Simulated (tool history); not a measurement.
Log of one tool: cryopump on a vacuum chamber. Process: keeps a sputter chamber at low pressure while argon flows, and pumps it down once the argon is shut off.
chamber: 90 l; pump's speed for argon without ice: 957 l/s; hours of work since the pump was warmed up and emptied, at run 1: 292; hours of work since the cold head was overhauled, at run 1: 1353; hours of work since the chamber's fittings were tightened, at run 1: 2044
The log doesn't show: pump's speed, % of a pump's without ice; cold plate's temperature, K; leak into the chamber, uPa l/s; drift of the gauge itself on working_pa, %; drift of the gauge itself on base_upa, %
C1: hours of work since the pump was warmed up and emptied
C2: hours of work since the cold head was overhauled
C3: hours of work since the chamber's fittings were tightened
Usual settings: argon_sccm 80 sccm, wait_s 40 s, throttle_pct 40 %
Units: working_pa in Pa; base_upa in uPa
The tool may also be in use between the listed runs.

Run 1, day 0.000: usual settings; C1 292; C2 1353; C3 2044. Result: working_pa 0.3689 Pa, base_upa 6.80 uPa.
Run 2, day 1.879: usual settings but wait_s 37 s; C1 332; C2 1392; C3 2084. Result: working_pa 0.3738 Pa, base_upa 7.30 uPa.
Run 3, day 4.175: usual settings but wait_s 37 s; C1 381; C2 1441; C3 2132. Result: working_pa 0.3734 Pa, base_upa 7.10 uPa.
Run 4, day 6.567: usual settings but wait_s 37 s; C1 431; C2 1492; C3 2183. Result: working_pa 0.3767 Pa, base_upa 7.22 uPa.
Run 5, day 8.283: usual settings but wait_s 37 s; C1 468; C2 1528; C3 2219. Result: working_pa 0.3784 Pa, base_upa 7.42 uPa.
Run 6, day 10.338: usual settings but wait_s 61 s; C1 511; C2 1572; C3 2263. Result: working_pa 0.3823 Pa, base_upa 6.01 uPa.
Run 7, day 12.154: usual settings but wait_s 61 s; C1 550; C2 1610; C3 2302. Result: working_pa 0.3837 Pa, base_upa 5.95 uPa.
At day 13.592: leaking fittings of the chamber tightened, without venting.
Run 8, day 13.912: usual settings but argon_sccm 46 sccm, wait_s 28 s, throttle_pct 26 %; C1 585; C2 1646; C3 7. Result: working_pa 0.3322 Pa, base_upa 6.10 uPa.

The next listed run, before its measurement:
Run 9, day 16.312: usual settings but argon_sccm 46 sccm, wait_s 28 s, throttle_pct 26 %; C1 636; C2 1697; C3 58. Result: working_pa ?, base_upa ?.

Run 9 gave working_pa 0.3311 Pa, base_upa 6.13 uPa.
Without the tool's hidden state the same run would have given working_pa 0.3113 Pa, base_upa 5.93 uPa.

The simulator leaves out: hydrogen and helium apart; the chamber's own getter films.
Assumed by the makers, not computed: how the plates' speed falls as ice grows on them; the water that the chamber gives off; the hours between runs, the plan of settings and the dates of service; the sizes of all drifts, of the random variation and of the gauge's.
